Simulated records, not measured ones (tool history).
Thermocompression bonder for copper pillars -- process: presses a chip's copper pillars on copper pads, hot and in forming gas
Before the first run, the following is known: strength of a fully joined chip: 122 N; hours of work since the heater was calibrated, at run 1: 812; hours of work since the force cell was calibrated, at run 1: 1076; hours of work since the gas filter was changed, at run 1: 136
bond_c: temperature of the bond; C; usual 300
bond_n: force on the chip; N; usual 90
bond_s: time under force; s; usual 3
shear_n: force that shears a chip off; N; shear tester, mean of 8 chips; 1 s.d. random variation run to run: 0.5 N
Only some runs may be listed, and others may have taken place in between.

run	day	bond_c	bond_n	bond_s	hours of work since the heater was calibrated	hours of work since the force cell was calibrated	hours of work since the gas filter was changed	shear_n
1	0.000	300	90	3	812	1076	136	88.3
2	1.038	274	90	3	831	1095	155	74.5
3	2.388	274	90	3	856	1120	180	74.5
4	4.004	274	90	3	886	1150	210	74.1
5	5.308	286	90	3	910	1174	234	80.9
# day 5.883: heater calibrated with a thermocouple chip
6	7.050	300	90	3	22	1204	264	89.6
7	8.325	300	90	3	45	1228	288	88.4
8	9.867	300	90	3	74	1256	316	89.4
9	11.654	300	90	3	107	1289	349	89.2
10	13.021	322	90	3	132	1315	375	99.0
11	14.208	322	90	3	154	1337	397	99.3
12	15.304	289	90	3	174	1357	417	83.4
13	16.446	318	90	3	195	1378	438	97.6
14	17.279	318	90	3	211	1393	453	97.4
# day 18.483: forming gas filter changed
15	18.933	300	90	3	241	1424	8	89.0
16	20.717	300	90	3	274	1457	41	88.9
17	21.592	300	90	3	290	1473	57	89.8
18	23.079	300	90	3	317	1500	85	88.9
19	24.467	291	90	3	343	1526	111	84.6
20	25.917	315	90	3	370	1553	137	96.9
21	27.671	315	90	3	402	1585	170	95.6
# day 27.975: force cell calibrated
22	28.888	315	81	4	424	17	191	99.9
23	30.008	327	124	3	444	38	212	108.5
24	31.721	283	67	2	476	69	244	60.7
25	32.575	316	55	4	492	85	259	86.9
26	33.862	308	109	3	516	109	283	98.6
27	34.688	308	109	3	531	124	298	98.1
28	36.025	287	58	5	556	149	323	78.1
29	36.996	306	71	3	574	167	341	84.0
30	38.817	306	71	4	607	200	375	91.4
31	40.388	306	71	4	636	229	404	90.4
32	41.950	282	68	2	665	258	433	60.6
33	42.762	327	98	5	680	273	448	111.4
34	43.900	300	80	8	701	294	469	104.3
# day 44.283: forming gas filter changed
35	44.929	300	111	8	720	313	12	112.3
36	46.733	299	90	3	753	346	45	88.5
37	47.538	299	90	3	768	361	60	89.1

Run 38 has not been measured yet. What should we expect?
38	49.408	305	126	2	803	396	95	?

shear_n: 94.5 N
On a tool with no hidden condition, and with the same random variation, this run would have come out at shear_n 94.2 N.
